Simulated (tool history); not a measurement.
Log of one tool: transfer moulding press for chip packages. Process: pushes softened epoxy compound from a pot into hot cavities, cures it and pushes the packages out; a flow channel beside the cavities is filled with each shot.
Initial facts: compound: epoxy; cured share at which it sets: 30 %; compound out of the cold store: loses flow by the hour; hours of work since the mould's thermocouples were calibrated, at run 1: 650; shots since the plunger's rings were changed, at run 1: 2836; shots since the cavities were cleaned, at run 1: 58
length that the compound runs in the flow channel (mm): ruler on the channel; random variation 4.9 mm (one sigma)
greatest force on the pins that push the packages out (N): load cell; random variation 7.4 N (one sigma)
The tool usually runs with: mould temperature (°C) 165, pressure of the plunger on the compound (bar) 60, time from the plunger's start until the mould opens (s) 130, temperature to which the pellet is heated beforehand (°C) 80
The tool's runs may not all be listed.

run,hour,mould temperature (°C),pressure of the plunger on the compound (bar),time from the plunger's start until the mould opens (s),temperature to which the pellet is heated beforehand (°C),hours of work since the mould's thermocouples were calibrated,shots since the plunger's rings were changed,shots since the cavities were cleaned,incoming compound's hours out of the cold store,length that the compound runs in the flow channel (mm),greatest force on the pins that push the packages out (N)
1,0,165,60,130,80,650,2836,58,42.6,805,349
# hour 49.3: cavities cleaned with cleaning compound and waxed
2,62.5,165,60,130,80,691,3400,122,30.3,834,373
# hour 103.9: cavities cleaned with cleaning compound and waxed
3,119.5,165,60,130,80,729,3913,144,19.3,869,409
# hour 124.5: mould's thermocouples calibrated
4,147.8,165,60,130,72,16,4156,387,43.9,787,511
# hour 161.9: cavities cleaned with cleaning compound and waxed
5,209.6,165,60,130,72,57,4715,441,25.9,853,564
# hour 218.3: cavities cleaned with cleaning compound and waxed
6,263,165,50.5,137,80,92,5194,413,34.4,743,508
# hour 275.2: cavities cleaned with cleaning compound and waxed
7,326.6,165,60,112,82,135,5769,475,8,906,615
# hour 333.6: cavities cleaned with cleaning compound and waxed
# hour 353.7: plunger's sealing rings changed
# hour 358.8: mould's thermocouples calibrated, once more
8,389.3,164,60,130,80,21,311,474,17,919,534
# hour 396.4: cavities cleaned with cleaning compound and waxed
9,433,170,52.7,130,80,50,701,338,13.6,843,460

Run 10 has not been measured yet. What should we expect?
# hour 452: cavities cleaned with cleaning compound and waxed
10,463.8,167,69,151,85,70,972,109,19.3,?,?

For run 10 the tool returned length that the compound runs in the flow channel (mm) 946, greatest force on the pins that push the packages out (N) 368.
Without the tool's hidden state the same run would have given length that the compound runs in the flow channel (mm) 958, greatest force on the pins that push the packages out (N) 305.

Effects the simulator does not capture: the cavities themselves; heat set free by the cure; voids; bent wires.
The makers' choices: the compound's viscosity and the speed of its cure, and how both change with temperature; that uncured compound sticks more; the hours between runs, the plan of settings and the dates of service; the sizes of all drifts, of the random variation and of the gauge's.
